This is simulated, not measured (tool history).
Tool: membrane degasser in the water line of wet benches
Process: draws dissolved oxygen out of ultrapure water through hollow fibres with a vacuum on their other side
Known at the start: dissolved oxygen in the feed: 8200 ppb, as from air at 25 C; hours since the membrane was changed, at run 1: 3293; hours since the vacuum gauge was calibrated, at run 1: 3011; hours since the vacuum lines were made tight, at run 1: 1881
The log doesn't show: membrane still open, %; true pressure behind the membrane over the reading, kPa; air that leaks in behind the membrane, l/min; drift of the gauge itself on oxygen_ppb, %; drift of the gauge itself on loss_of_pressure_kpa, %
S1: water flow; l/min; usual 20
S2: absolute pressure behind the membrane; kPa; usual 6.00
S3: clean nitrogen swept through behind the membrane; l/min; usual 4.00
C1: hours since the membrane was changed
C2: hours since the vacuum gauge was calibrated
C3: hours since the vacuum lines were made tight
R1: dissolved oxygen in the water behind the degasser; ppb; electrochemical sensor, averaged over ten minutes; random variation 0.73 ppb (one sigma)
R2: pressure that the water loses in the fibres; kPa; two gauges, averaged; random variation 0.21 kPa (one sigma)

run 1 hour=0.0 | S1=20 S2=6.00 S3=4.00 | C1=3293 C2=3011 C3=1881 | R1=79.4 R2=50.55
run 2 hour=196.1 | S1=20 S2=6.00 S3=4.00 | C1=3489 C2=3207 C3=2077 | R1=80.0 R2=50.46
run 3 hour=307.1 | S1=20 S2=6.00 S3=4.00 | C1=3600 C2=3318 C3=2188 | R1=78.5 R2=50.61
run 4 hour=456.0 | S1=27 S2=6.00 S3=4.00 | C1=3749 C2=3467 C3=2337 | R1=140.1 R2=68.37
run 5 hour=606.5 | S1=20 S2=6.00 S3=4.00 | C1=3900 C2=3618 C3=2487 | R1=79.8 R2=51.06
run 6 hour=781.4 | S1=20 S2=6.00 S3=4.00 | C1=4074 C2=3792 C3=2662 | R1=81.6 R2=50.88
run 7 hour=880.4 | S1=20 S2=6.00 S3=4.00 | C1=4173 C2=3891 C3=2761 | R1=81.5 R2=50.94
run 8 hour=965.8 | S1=20 S2=10.02 S3=4.00 | C1=4259 C2=3977 C3=2847 | R1=130.9 R2=51.43
run 9 hour=1124.4 | S1=20 S2=10.02 S3=4.00 | C1=4417 C2=4135 C3=3005 | R1=132.3 R2=51.45
-- hour=1258.9 seals of the vacuum lines changed
run 10 hour=1303.6 | S1=20 S2=3.72 S3=4.00 | C1=4595 C2=4313 C3=45 | R1=55.7 R2=51.56
run 11 hour=1435.0 | S1=20 S2=3.72 S3=4.00 | C1=4726 C2=4444 C3=176 | R1=56.4 R2=51.19
run 12 hour=1637.2 | S1=20 S2=3.72 S3=4.00 | C1=4928 C2=4646 C3=378 | R1=57.2 R2=51.75
run 13 hour=1737.9 | S1=20 S2=3.72 S3=4.00 | C1=5029 C2=4747 C3=479 | R1=58.9 R2=51.18
run 14 hour=1916.3 | S1=20 S2=6.00 S3=4.00 | C1=5207 C2=4925 C3=657 | R1=84.8 R2=52.10
run 15 hour=2097.2 | S1=20 S2=6.00 S3=4.00 | C1=5388 C2=5106 C3=838 | R1=86.8 R2=52.51
run 16 hour=2214.6 | S1=20 S2=6.00 S3=4.00 | C1=5506 C2=5224 C3=956 | R1=86.9 R2=52.72
run 17 hour=2403.0 | S1=20 S2=7.77 S3=5.08 | C1=5694 C2=5412 C3=1144 | R1=97.8 R2=52.52
run 18 hour=2525.1 | S1=20 S2=6.00 S3=2.95 | C1=5816 C2=5534 C3=1266 | R1=100.7 R2=52.64
run 19 hour=2687.2 | S1=29 S2=14.19 S3=1.83 | C1=5978 C2=5696 C3=1428 | R1=515.8 R2=76.68
run 20 hour=2800.0 | S1=15 S2=5.22 S3=1.83 | C1=6091 C2=5809 C3=1541 | R1=66.9 R2=39.76
run 21 hour=2983.5 | S1=15 S2=5.22 S3=1.83 | C1=6275 C2=5993 C3=1725 | R1=67.0 R2=40.03
run 22 hour=3103.0 | S1=29 S2=6.00 S3=4.00 | C1=6394 C2=6112 C3=1844 | R1=189.7 R2=77.00
run 23 hour=3211.1 | S1=29 S2=6.00 S3=4.00 | C1=6502 C2=6220 C3=1952 | R1=190.6 R2=76.83
run 24 hour=3324.4 | S1=20 S2=13.25 S3=7.88 | C1=6615 C2=6333 C3=2066 | R1=122.3 R2=53.48
run 25 hour=3488.8 | S1=20 S2=5.01 S3=1.89 | C1=6780 C2=6498 C3=2230 | R1=106.3 R2=53.69
run 26 hour=3614.0 | S1=20 S2=7.53 S3=4.00 | C1=6905 C2=6623 C3=2355 | R1=112.1 R2=53.96
run 27 hour=3722.7 | S1=20 S2=6.00 S3=2.48 | C1=7014 C2=6732 C3=2464 | R1=114.6 R2=53.71
run 28 hour=3876.6 | S1=18 S2=4.44 S3=4.00 | C1=7168 C2=6886 C3=2618 | R1=60.9 R2=48.88
run 29 hour=4017.7 | S1=18 S2=4.44 S3=4.00 | C1=7309 C2=7027 C3=2759 | R1=62.6 R2=48.58
run 30 hour=4172.7 | S1=18 S2=4.44 S3=4.00 | C1=7464 C2=7182 C3=2914 | R1=62.4 R2=48.96

Measured less the same run without the tool's hidden state. The same run-to-run variation is in both; the gauge's scatter may not be:
run=1 R1=+11.6 R2=+2.54
run=2 R1=+12.5 R2=+2.71
run=3 R1=+12.7 R2=+2.78
run=4 R1=+23.7 R2=+3.93
run=5 R1=+14.0 R2=+3.04
run=6 R1=+15.0 R2=+3.20
run=7 R1=+15.4 R2=+3.27
run=8 R1=+16.4 R2=+3.38
run=9 R1=+17.4 R2=+3.53
run=10 R1=+16.8 R2=+3.67
run=11 R1=+17.4 R2=+3.76
run=12 R1=+18.5 R2=+3.97
run=13 R1=+19.1 R2=+4.03
run=14 R1=+19.5 R2=+4.22
run=15 R1=+20.6 R2=+4.39
run=16 R1=+21.1 R2=+4.51
run=17 R1=+21.8 R2=+4.65
run=18 R1=+23.2 R2=+4.76
run=19 R1=+49.0 R2=+7.14
run=20 R1=+14.1 R2=+3.78
run=21 R1=+14.6 R2=+3.92
run=22 R1=+53.1 R2=+7.71
run=23 R1=+54.0 R2=+7.85
run=24 R1=+26.9 R2=+5.54
run=25 R1=+29.9 R2=+5.71
run=26 R1=+28.7 R2=+5.82
run=27 R1=+30.2 R2=+5.92
run=28 R1=+23.7 R2=+5.45
run=29 R1=+24.9 R2=+5.58
run=30 R1=+25.4 R2=+5.71

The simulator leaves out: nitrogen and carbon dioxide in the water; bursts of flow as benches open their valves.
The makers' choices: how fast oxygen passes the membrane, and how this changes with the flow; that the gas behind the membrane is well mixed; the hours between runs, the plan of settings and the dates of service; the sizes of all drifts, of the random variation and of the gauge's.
